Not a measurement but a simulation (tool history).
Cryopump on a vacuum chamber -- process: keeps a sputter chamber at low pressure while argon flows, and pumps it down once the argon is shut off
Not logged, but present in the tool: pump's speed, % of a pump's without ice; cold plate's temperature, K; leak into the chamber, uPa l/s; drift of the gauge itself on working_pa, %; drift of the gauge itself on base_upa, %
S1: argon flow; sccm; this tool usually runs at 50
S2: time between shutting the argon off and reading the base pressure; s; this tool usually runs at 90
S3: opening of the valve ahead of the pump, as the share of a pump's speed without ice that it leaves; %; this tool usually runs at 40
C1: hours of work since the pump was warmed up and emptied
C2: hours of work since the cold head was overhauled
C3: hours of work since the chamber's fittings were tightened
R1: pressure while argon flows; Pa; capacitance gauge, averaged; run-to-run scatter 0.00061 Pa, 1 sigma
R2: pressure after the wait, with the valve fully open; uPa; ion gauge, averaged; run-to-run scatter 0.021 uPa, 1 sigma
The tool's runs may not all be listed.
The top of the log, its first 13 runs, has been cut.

Run 14, hour 441.6: usual settings but S3 56 %; C1 441; C2 441; C3 799. Result: R1 0.0731 Pa, R2 0.75 uPa.
At hour 453.3: pump warmed up, emptied and cooled again.
Run 15, hour 488.6: usual settings but S1 48 sccm, S3 56 %; C1 20; C2 465; C3 823. Result: R1 0.061 Pa, R2 0.63 uPa.
Run 16, hour 523.4: usual settings but S2 238 s; C1 40; C2 485; C3 843. Result: R1 0.0895 Pa, R2 0.55 uPa.
Run 17, hour 561.8: usual settings but S2 238 s; C1 61; C2 506; C3 864. Result: R1 0.09 Pa, R2 0.57 uPa.
Run 18, hour 601.5: usual settings but S1 34 sccm, S2 20 s, S3 53 %; C1 84; C2 529; C3 887. Result: R1 0.0458 Pa, R2 1.26 uPa.
Run 19, hour 640.4: usual settings but S1 32 sccm, S3 20 %; C1 106; C2 551; C3 909. Result: R1 0.1149 Pa, R2 0.69 uPa.
Run 20, hour 662.5: usual settings but S1 51 sccm, S3 30 %; C1 118; C2 563; C3 921. Result: R1 0.1236 Pa, R2 0.7 uPa.
Run 21, hour 701.8: usual settings but S1 60 sccm, S2 31 s, S3 33 %; C1 140; C2 585; C3 943. Result: R1 0.1321 Pa, R2 1.04 uPa.
Run 22, hour 744: usual settings but S1 42 sccm, S3 22 %; C1 164; C2 609; C3 967. Result: R1 0.1383 Pa, R2 0.77 uPa.
Run 23, hour 773.9: usual settings but S1 42 sccm, S3 22 %; C1 181; C2 626; C3 984. Result: R1 0.1376 Pa, R2 0.74 uPa.
Run 24, hour 820.8: usual settings but S1 42 sccm, S3 22 %; C1 207; C2 653; C3 1010. Result: R1 0.1391 Pa, R2 0.79 uPa.
Run 25, hour 861.2: usual settings but S1 39 sccm, S3 22 %; C1 230; C2 675; C3 1033. Result: R1 0.1293 Pa, R2 0.81 uPa.
Run 26, hour 903.3: usual settings but S1 30 sccm, S3 24 %; C1 254; C2 699; C3 1057. Result: R1 0.0921 Pa, R2 0.85 uPa.
Run 27, hour 935: usual settings but S1 48 sccm, S2 51 s, S3 34 %; C1 272; C2 717; C3 1075. Result: R1 0.1059 Pa, R2 0.97 uPa.
Run 28, hour 961.1: usual settings but S1 89 sccm, S2 51 s, S3 48 %; C1 286; C2 732; C3 1090. Result: R1 0.1422 Pa, R2 1.01 uPa.
Run 29, hour 981.2: usual settings but S1 89 sccm, S2 51 s, S3 48 %; C1 298; C2 743; C3 1101. Result: R1 0.1428 Pa, R2 1.02 uPa.
Run 30, hour 1025.6: usual settings but S1 89 sccm, S2 73 s, S3 48 %; C1 323; C2 768; C3 1126. Result: R1 0.144 Pa, R2 0.93 uPa.
Run 31, hour 1052.6: usual settings but S1 89 sccm, S2 73 s, S3 48 %; C1 338; C2 783; C3 1141. Result: R1 0.1434 Pa, R2 0.93 uPa.
Run 32, hour 1089.2: usual settings but S1 89 sccm, S2 73 s, S3 48 %; C1 359; C2 804; C3 1162. Result: R1 0.1458 Pa, R2 0.92 uPa.
At hour 1098.4: leaking fittings of the chamber tightened, without venting.
Run 33, hour 1131.4: usual settings but S1 35 sccm, S2 47 s, S3 25 %; C1 381; C2 827; C3 19. Result: R1 0.1034 Pa, R2 0.5 uPa.

5 ways to go on from here, each from the tool as it stands after run 33. What would each give?
Run A, hour 1157.9: usual settings but S1 100 sccm, S2 47 s, S3 37 %; C1 396; C2 842; C3 34. Result: R1 ?, R2 ?.
Run B, hour 1157.9: usual settings but S1 35 sccm, S2 28 s, S3 25 %; C1 396; C2 842; C3 34. Result: R1 ?, R2 ?.
Run C, hour 1157.9: usual settings but S1 35 sccm, S2 47 s, S3 47 %; C1 396; C2 842; C3 34. Result: R1 ?, R2 ?.
Run D, hour 1157.9: usual settings but S2 22 s; C1 396; C2 842; C3 34. Result: R1 ?, R2 ?.
Run E, hour 1157.9: usual settings but S1 33 sccm; C1 396; C2 842; C3 34. Result: R1 ?, R2 ?.

run      R1    R2
  A  0.2115  0.53
  B  0.1056  0.73
  C  0.0595  0.51
  D  0.0978  0.88
  E  0.0635  0.37
Stripped of hidden state, with their random variation kept, the same runs would have yielded:
run      R1    R2
  A  0.1933  0.47
  B  0.0993  0.67
  C  0.0532  0.44
  D  0.0888  0.81
  E  0.0575   0.3
